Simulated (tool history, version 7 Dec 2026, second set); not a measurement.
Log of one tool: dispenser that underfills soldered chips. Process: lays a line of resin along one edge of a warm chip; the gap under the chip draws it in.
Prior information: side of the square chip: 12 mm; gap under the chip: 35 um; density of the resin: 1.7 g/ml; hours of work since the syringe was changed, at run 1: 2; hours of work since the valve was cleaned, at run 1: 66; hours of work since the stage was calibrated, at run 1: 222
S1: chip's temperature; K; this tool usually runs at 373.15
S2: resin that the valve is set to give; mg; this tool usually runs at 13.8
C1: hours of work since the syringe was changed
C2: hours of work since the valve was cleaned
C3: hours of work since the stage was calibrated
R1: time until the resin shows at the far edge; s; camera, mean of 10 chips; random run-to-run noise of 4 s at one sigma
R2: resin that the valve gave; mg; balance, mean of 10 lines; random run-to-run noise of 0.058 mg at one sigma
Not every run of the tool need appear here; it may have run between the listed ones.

Run 1, hour 0: usual settings; C1 2; C2 66; C3 222. Result: R1 485.3 s, R2 13.03 mg.
Run 2, hour 9.1: usual settings; C1 8; C2 72; C3 228. Result: R1 778.2 s, R2 13.03 mg.
At hour 11.8: new syringe of resin.
Run 3, hour 14: usual settings but S2 13.6 mg; C1 1; C2 75; C3 231. Result: R1 466.7 s, R2 12.9 mg.
Run 4, hour 21.9: usual settings but S2 14.3 mg; C1 7; C2 81; C3 236. Result: R1 678.4 s, R2 13.64 mg.
At hour 26.4: new syringe of resin.
Run 5, hour 27.9: usual settings but S2 17.8 mg; C1 1; C2 84; C3 240. Result: R1 437 s, R2 16.79 mg.
Run 6, hour 32.2: usual settings but S2 17.8 mg; C1 4; C2 87; C3 243. Result: R1 545.6 s, R2 16.85 mg.
Run 7, hour 36.4: usual settings but S2 17.8 mg; C1 7; C2 90; C3 245. Result: R1 667 s, R2 16.69 mg.
At hour 41.3: new syringe of resin.
Run 8, hour 42.8: usual settings but S2 17.8 mg; C1 1; C2 94; C3 250. Result: R1 434.6 s, R2 16.63 mg.
Run 9, hour 50.9: usual settings but S2 17.8 mg; C1 6; C2 100; C3 255. Result: R1 672.1 s, R2 16.55 mg.
At hour 55.9: new syringe of resin.
Run 10, hour 59.4: usual settings but S2 17.8 mg; C1 2; C2 105; C3 260. Result: R1 484.6 s, R2 16.64 mg.
Run 11, hour 68.7: usual settings; C1 8; C2 111; C3 267. Result: R1 791.9 s, R2 12.67 mg.
At hour 71.3: new syringe of resin.
Run 12, hour 73.7: usual settings but S2 11.8 mg; C1 2; C2 114; C3 270. Result: R1 505.9 s, R2 10.84 mg.
At hour 81.6: dispensing valve cleaned and set on the balance.
Run 13, hour 81.7: usual settings but S1 364.15 K; C1 6; C2 0; C3 274. Result: R1 913.9 s, R2 13.87 mg.
Run 14, hour 85.9: usual settings; C1 9; C2 3; C3 277. Result: R1 846.9 s, R2 13.76 mg.
At hour 87.6: new syringe of resin.
Run 15, hour 90.5: usual settings; C1 2; C2 6; C3 280. Result: R1 476.2 s, R2 13.78 mg.
Run 16, hour 96.2: usual settings; C1 6; C2 10; C3 284. Result: R1 629.4 s, R2 13.72 mg.
Run 17, hour 100.6: usual settings; C1 9; C2 12; C3 287. Result: R1 784.3 s, R2 13.66 mg.
At hour 102.2: new syringe of resin.
Run 18, hour 107.2: usual settings but S1 367.15 K; C1 3; C2 17; C3 291. Result: R1 657.4 s, R2 13.73 mg.
Run 19, hour 111.5: usual settings but S1 382.15 K, S2 15.5 mg; C1 6; C2 19; C3 294. Result: R1 476.2 s, R2 15.23 mg.
Run 20, hour 116.2: usual settings but S1 382.15 K, S2 15.5 mg; C1 9; C2 23; C3 297. Result: R1 618.1 s, R2 15.06 mg.
At hour 117.3: new syringe of resin.
Run 21, hour 121.4: usual settings but S1 370.15 K, S2 17.4 mg; C1 3; C2 26; C3 300. Result: R1 551.1 s, R2 17.08 mg.
Run 22, hour 128.2: usual settings but S1 367.15 K; C1 7; C2 30; C3 305. Result: R1 880.6 s, R2 13.52 mg.
At hour 132: new syringe of resin.
Run 23, hour 136.5: usual settings but S1 362.15 K, S2 12.4 mg; C1 3; C2 36; C3 310. Result: R1 771.3 s, R2 12.13 mg.
Run 24, hour 143.7: usual settings but S1 368.15 K, S2 12.9 mg; C1 8; C2 41; C3 315. Result: R1 918.1 s, R2 12.6 mg.
At hour 146.8: new syringe of resin.
Run 25, hour 149.8: usual settings but S1 368.15 K, S2 12.9 mg; C1 2; C2 44; C3 319. Result: R1 590.2 s, R2 12.57 mg.
Run 26, hour 156.2: usual settings but S1 379.15 K, S2 16.6 mg; C1 6; C2 49; C3 323. Result: R1 541.4 s, R2 16.06 mg.
At hour 162.1: new syringe of resin.
Run 27, hour 163.3: usual settings but S1 379.15 K, S2 16.6 mg; C1 1; C2 53; C3 327. Result: R1 356.7 s, R2 16.05 mg.
Run 28, hour 170.4: usual settings but S1 379.15 K, S2 16.6 mg; C1 6; C2 58; C3 332. Result: R1 506.2 s, R2 15.97 mg.
Run 29, hour 174.9: usual settings but S1 379.15 K, S2 16.6 mg; C1 9; C2 61; C3 335. Result: R1 639.2 s, R2 15.91 mg.
At hour 177.3: new syringe of resin.
Run 30, hour 184.4: usual settings but S1 386.15 K, S2 12.5 mg; C1 5; C2 67; C3 341. Result: R1 401 s, R2 12.01 mg.
At hour 192: new syringe of resin.
Run 31, hour 193: usual settings but S1 374.15 K, S2 13.2 mg; C1 1; C2 72; C3 347. Result: R1 442.5 s, R2 12.56 mg.
Run 32, hour 198.9: usual settings but S1 374.15 K, S2 13.2 mg; C1 5; C2 76; C3 351. Result: R1 579.1 s, R2 12.53 mg.
Run 33, hour 204: usual settings but S1 383.15 K, S2 12.8 mg; C1 8; C2 80; C3 354. Result: R1 565.1 s, R2 12.24 mg.
At hour 206.9: new syringe of resin.
Run 34, hour 211: usual settings but S1 383.15 K, S2 12.8 mg; C1 3; C2 84; C3 358. Result: R1 377.5 s, R2 12.05 mg.
Run 35, hour 216.9: usual settings but S1 382.15 K, S2 14.9 mg; C1 7; C2 88; C3 362. Result: R1 515.2 s, R2 14.1 mg.
At hour 222: new syringe of resin.
Run 36, hour 222.1: usual settings but S1 369.15 K, S2 13.4 mg; C1 0; C2 91; C3 366. Result: R1 488.4 s, R2 12.6 mg.

Here are 3 independent what-if runs from the current tool condition. What would each one return?
Run A, hour 226.3: usual settings but S1 382.15 K, S2 12.8 mg; C1 3; C2 94; C3 368. Result: R1 ?, R2 ?.
Run B, hour 226.3: usual settings but S1 370.15 K; C1 3; C2 94; C3 368. Result: R1 ?, R2 ?.
Run C, hour 226.3: usual settings but S2 12.6 mg; C1 3; C2 94; C3 368. Result: R1 ?, R2 ?.

run     R1     R2
  A  395.6  12.03
  B  583.2  12.85
  C  536.1  11.87
What these runs would have given with no unlogged condition in the tool:
run     R1     R2
  A  302.8  12.76
  B  446.5  13.63
  C  409.2  12.59
